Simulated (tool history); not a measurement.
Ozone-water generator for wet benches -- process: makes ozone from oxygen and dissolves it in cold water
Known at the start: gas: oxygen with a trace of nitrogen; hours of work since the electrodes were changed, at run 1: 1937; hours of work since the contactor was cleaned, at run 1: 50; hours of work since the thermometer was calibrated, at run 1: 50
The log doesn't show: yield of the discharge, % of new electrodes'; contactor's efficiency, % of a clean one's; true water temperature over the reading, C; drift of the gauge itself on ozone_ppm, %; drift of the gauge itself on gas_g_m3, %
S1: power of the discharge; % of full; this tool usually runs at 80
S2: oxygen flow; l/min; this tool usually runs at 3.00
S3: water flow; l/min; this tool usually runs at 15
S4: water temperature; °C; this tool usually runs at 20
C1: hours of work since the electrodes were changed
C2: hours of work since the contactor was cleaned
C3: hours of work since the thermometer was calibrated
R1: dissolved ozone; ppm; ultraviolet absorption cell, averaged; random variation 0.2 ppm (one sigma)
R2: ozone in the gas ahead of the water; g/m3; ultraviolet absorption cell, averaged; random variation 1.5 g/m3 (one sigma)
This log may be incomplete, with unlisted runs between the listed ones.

run	hour	S1	S2	S3	S4	C1	C2	C3	R1	R2
1	0.0	80	3.00	15	20	1937	50	50	27.3	266.4
2	181.8	80	2.20	15	20	2097	210	210	27.7	329.6
3	347.5	80	2.20	15	20	2244	357	357	27.6	328.7
4	448.3	80	2.20	15	20	2333	446	446	27.6	326.2
5	546.1	80	2.20	15	20	2419	532	532	27.1	326.8
6	778.6	80	3.00	15	20	2624	737	737	26.6	260.0
7	924.6	80	3.00	15	20	2753	866	866	26.7	263.5
8	1124.2	80	3.00	15	20	2929	1042	1042	26.6	263.9
9	1266.0	80	3.00	15	20	3054	1167	1167	26.7	259.8
10	1417.7	54	3.00	15	20	3188	1301	1301	19.4	191.3
11	1550.1	54	3.00	16	19	3305	1418	1418	18.5	190.0
12	1785.1	54	3.00	16	19	3513	1626	1626	18.7	192.1
13	1913.4	54	1.71	16	14	3626	1739	1739	19.3	279.1
14	2080.7	54	1.71	16	14	3773	1886	1886	19.0	279.7
15	2248.9	92	3.39	15	20	3922	2035	2035	28.9	263.8
16	2415.0	80	3.09	15	24	4068	2181	2181	24.4	250.1
17	2561.2	80	3.09	15	24	4197	2310	2310	24.7	252.2
18	2730.3	80	3.09	15	19	4347	2460	2460	25.9	248.4
19	2923.2	80	1.51	22	27	4517	2630	2630	16.2	407.6

4 ways to go on from here, each from the tool as it stands after run 19. What would each give?
A	3128.9	48	1.77	22	20	4698	2811	2811	?	?
B	3128.9	44	3.00	17	20	4698	2811	2811	?	?
C	3128.9	78	1.51	22	22	4698	2811	2811	?	?
D	3128.9	56	3.00	17	21	4698	2811	2811	?	?

run	R1	R2
A	11.6	247.5
B	14.6	159.9
C	16.4	398.0
D	17.2	193.4
Without the tool's unlogged condition, the same runs would have read:
run	R1	R2
A	12.5	262.1
B	15.6	168.4
C	18.3	435.2
D	18.7	206.9
